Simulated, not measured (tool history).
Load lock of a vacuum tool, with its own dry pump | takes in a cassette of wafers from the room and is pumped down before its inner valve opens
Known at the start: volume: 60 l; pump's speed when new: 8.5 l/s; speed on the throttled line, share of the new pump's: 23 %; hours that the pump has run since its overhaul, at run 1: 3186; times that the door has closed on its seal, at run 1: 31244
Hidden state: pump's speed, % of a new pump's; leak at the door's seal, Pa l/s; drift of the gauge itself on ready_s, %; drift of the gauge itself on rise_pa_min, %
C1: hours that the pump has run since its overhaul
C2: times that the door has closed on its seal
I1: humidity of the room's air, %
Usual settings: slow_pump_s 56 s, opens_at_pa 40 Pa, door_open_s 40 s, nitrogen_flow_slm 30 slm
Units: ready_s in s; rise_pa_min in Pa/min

Run 1, hour 0.0: usual settings; C1 3186; C2 31244; I1 44.7. Result: ready_s 102.0 s, rise_pa_min 0.264 Pa/min.
Run 2, hour 316.0: usual settings; C1 3502; C2 31957; I1 47.4. Result: ready_s 103.1 s, rise_pa_min 0.277 Pa/min.
Run 3, hour 510.2: usual settings; C1 3697; C2 32396; I1 45.1. Result: ready_s 102.8 s, rise_pa_min 0.285 Pa/min.
Run 4, hour 750.7: usual settings; C1 3937; C2 32938; I1 39.6. Result: ready_s 102.6 s, rise_pa_min 0.290 Pa/min.
Run 5, hour 1184.9: usual settings; C1 4371; C2 33918; I1 46.0. Result: ready_s 103.6 s, rise_pa_min 0.309 Pa/min.
Run 6, hour 1569.0: usual settings but slow_pump_s 45 s; C1 4756; C2 34786; I1 43.4. Result: ready_s 95.4 s, rise_pa_min 0.314 Pa/min.
Run 7, hour 1905.0: usual settings but slow_pump_s 50 s; C1 5091; C2 35544; I1 45.9. Result: ready_s 101.2 s, rise_pa_min 0.326 Pa/min.
Run 8, hour 2333.3: usual settings but slow_pump_s 50 s; C1 5520; C2 36511; I1 42.9. Result: ready_s 100.4 s, rise_pa_min 0.342 Pa/min.
Run 9, hour 2810.7: usual settings but slow_pump_s 50 s; C1 5997; C2 37588; I1 43.6. Result: ready_s 100.7 s, rise_pa_min 0.345 Pa/min.
Run 10, hour 3280.0: usual settings but slow_pump_s 50 s; C1 6466; C2 38648; I1 48.8. Result: ready_s 102.8 s, rise_pa_min 0.366 Pa/min.
Run 11, hour 3696.3: usual settings but slow_pump_s 50 s; C1 6883; C2 39588; I1 45.3. Result: ready_s 102.3 s, rise_pa_min 0.379 Pa/min.
Run 12, hour 4167.7: usual settings but slow_pump_s 50 s, door_open_s 187 s, nitrogen_flow_slm 41 slm; C1 7354; C2 40652; I1 43.5. Result: ready_s 104.0 s, rise_pa_min 0.413 Pa/min.
Run 13, hour 4418.1: usual settings but slow_pump_s 48 s, opens_at_pa 39 Pa, door_open_s 66 s; C1 7605; C2 41217; I1 44.6. Result: ready_s 103.8 s, rise_pa_min 0.402 Pa/min.
Run 14, hour 4651.0: usual settings but slow_pump_s 48 s, opens_at_pa 39 Pa, door_open_s 66 s; C1 7838; C2 41743; I1 44.9. Result: ready_s 103.4 s, rise_pa_min 0.426 Pa/min.
Run 15, hour 5130.2: usual settings but slow_pump_s 100 s, nitrogen_flow_slm 12 slm; C1 8317; C2 42824; I1 43.5. Result: ready_s 141.5 s, rise_pa_min 0.438 Pa/min.

3 ways to go on from here, each from the tool as it stands after run 15. What would each give?
Run A, hour 5544.2: usual settings but slow_pump_s 96 s, opens_at_pa 65 Pa; C1 8731; C2 43759; I1 41.8. Result: ready_s ?, rise_pa_min ?.
Run B, hour 5544.2: usual settings but door_open_s 34 s; C1 8731; C2 43759; I1 44.6. Result: ready_s ?, rise_pa_min ?.
Run C, hour 5544.2: usual settings but slow_pump_s 100 s, opens_at_pa 68 Pa, door_open_s 57 s, nitrogen_flow_slm 12 slm; C1 8731; C2 43759; I1 47.2. Result: ready_s ?, rise_pa_min ?.

run  ready_s  rise_pa_min
  A    134.8        0.450
  B    110.9        0.454
  C    137.4        0.463
Without the tool's hidden state the same runs would have given:
run  ready_s  rise_pa_min
  A    125.7        0.025
  B     98.0        0.027
  C    128.7        0.038
